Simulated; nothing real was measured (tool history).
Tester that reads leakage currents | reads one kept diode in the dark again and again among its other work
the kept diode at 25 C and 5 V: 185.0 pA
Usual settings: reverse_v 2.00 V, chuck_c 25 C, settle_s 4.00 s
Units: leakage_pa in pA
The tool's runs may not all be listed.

{"run": 1, "hour": 0.0, "reverse_v": 2.0, "chuck_c": 25, "settle_s": 4.0, "leakage_pa": 112.18}
{"run": 2, "hour": 128.7, "reverse_v": 2.0, "chuck_c": 25, "settle_s": 4.0, "leakage_pa": 112.38}
{"run": 3, "hour": 227.5, "reverse_v": 2.0, "chuck_c": 25, "settle_s": 4.0, "leakage_pa": 111.93}
{"run": 4, "hour": 366.3, "reverse_v": 2.0, "chuck_c": 25, "settle_s": 4.0, "leakage_pa": 113.09}
{"run": 5, "hour": 567.3, "reverse_v": 2.0, "chuck_c": 25, "settle_s": 4.0, "leakage_pa": 112.38}
{"run": 6, "hour": 760.5, "reverse_v": 2.0, "chuck_c": 25, "settle_s": 4.0, "leakage_pa": 112.44}
{"run": 7, "hour": 965.7, "reverse_v": 2.0, "chuck_c": 25, "settle_s": 4.0, "leakage_pa": 111.77}
{"hour": 1114.1, "done": "probe card cleaned and baked"}
{"run": 8, "hour": 1123.1, "reverse_v": 2.0, "chuck_c": 25, "settle_s": 0.35, "leakage_pa": 113.73}
{"run": 9, "hour": 1241.9, "reverse_v": 2.0, "chuck_c": 25, "settle_s": 0.35, "leakage_pa": 112.79}
{"run": 10, "hour": 1377.8, "reverse_v": 2.0, "chuck_c": 25, "settle_s": 0.38, "leakage_pa": 112.54}
{"run": 11, "hour": 1535.4, "reverse_v": 2.0, "chuck_c": 25, "settle_s": 4.0, "leakage_pa": 112.25}
{"hour": 1661.6, "done": "chuck's temperature calibrated"}
{"run": 12, "hour": 1746.0, "reverse_v": 18.57, "chuck_c": 25, "settle_s": 4.0, "leakage_pa": 377.86}
{"run": 13, "hour": 1900.7, "reverse_v": 18.57, "chuck_c": 25, "settle_s": 4.0, "leakage_pa": 379.16}
{"run": 14, "hour": 2098.2, "reverse_v": 18.57, "chuck_c": 25, "settle_s": 4.0, "leakage_pa": 377.1}
{"hour": 2204.1, "done": "tester calibrated"}
{"run": 15, "hour": 2311.1, "reverse_v": 19.36, "chuck_c": 50, "settle_s": 0.48, "leakage_pa": 3704.02}
{"run": 16, "hour": 2406.6, "reverse_v": 1.88, "chuck_c": 38, "settle_s": 0.84, "leakage_pa": 367.28}
{"run": 17, "hour": 2620.4, "reverse_v": 2.0, "chuck_c": 33, "settle_s": 0.96, "leakage_pa": 241.24}
{"run": 18, "hour": 2842.9, "reverse_v": 2.0, "chuck_c": 33, "settle_s": 0.96, "leakage_pa": 241.41}
{"run": 19, "hour": 3034.5, "reverse_v": 2.5, "chuck_c": 25, "settle_s": 4.0, "leakage_pa": 127.43}
{"run": 20, "hour": 3236.7, "reverse_v": 3.27, "chuck_c": 55, "settle_s": 0.49, "leakage_pa": 2118.66}
{"run": 21, "hour": 3426.3, "reverse_v": 8.61, "chuck_c": 34, "settle_s": 0.47, "leakage_pa": 585.02}
{"run": 22, "hour": 3625.8, "reverse_v": 8.61, "chuck_c": 23, "settle_s": 9.92, "leakage_pa": 203.64}
{"run": 23, "hour": 3746.4, "reverse_v": 8.61, "chuck_c": 23, "settle_s": 9.92, "leakage_pa": 204.36}
{"run": 24, "hour": 3964.6, "reverse_v": 8.61, "chuck_c": 28, "settle_s": 5.48, "leakage_pa": 332.32}
{"run": 25, "hour": 4077.8, "reverse_v": 8.61, "chuck_c": 28, "settle_s": 5.48, "leakage_pa": 334.07}
{"run": 26, "hour": 4179.8, "reverse_v": 1.23, "chuck_c": 37, "settle_s": 4.0, "leakage_pa": 265.12}
{"run": 27, "hour": 4322.7, "reverse_v": 2.7, "chuck_c": 46, "settle_s": 7.51, "leakage_pa": 902.18}
{"run": 28, "hour": 4455.6, "reverse_v": 5.58, "chuck_c": 45, "settle_s": 1.88, "leakage_pa": 1223.46}

Some steps in leakage_pa between neighbouring runs. How much of each would the tool show without its hidden state too (settings, what came in, random variation), and how much is left for the hidden state, with any gauge scatter that isn't in both results?
The hidden state here: stray current of the dirty probe card, pA a volt; current scale over the true one, %; true chuck temperature over the reading, C; drift of the gauge itself on leakage_pa, %.
Run 14 -> 15: reverse_v 18.57 -> 19.36, chuck_c 25 -> 50, settle_s 4.00 -> 0.48, tester calibrated. leakage_pa +3326.92 pA: hidden state -1.60, all else +3328.52.
Run 15 -> 16: reverse_v 19.36 -> 1.88, chuck_c 50 -> 38, settle_s 0.48 -> 0.84. leakage_pa -3336.74 pA: hidden state +1.44, all else -3338.18.
Run 19 -> 20: reverse_v 2.50 -> 3.27, chuck_c 25 -> 55, settle_s 4.00 -> 0.49. leakage_pa +1991.23 pA: hidden state -2.34, all else +1993.57.
Run 20 -> 21: reverse_v 3.27 -> 8.61, chuck_c 55 -> 34, settle_s 0.49 -> 0.47. leakage_pa -1533.64 pA: hidden state +1.81, all else -1535.45.
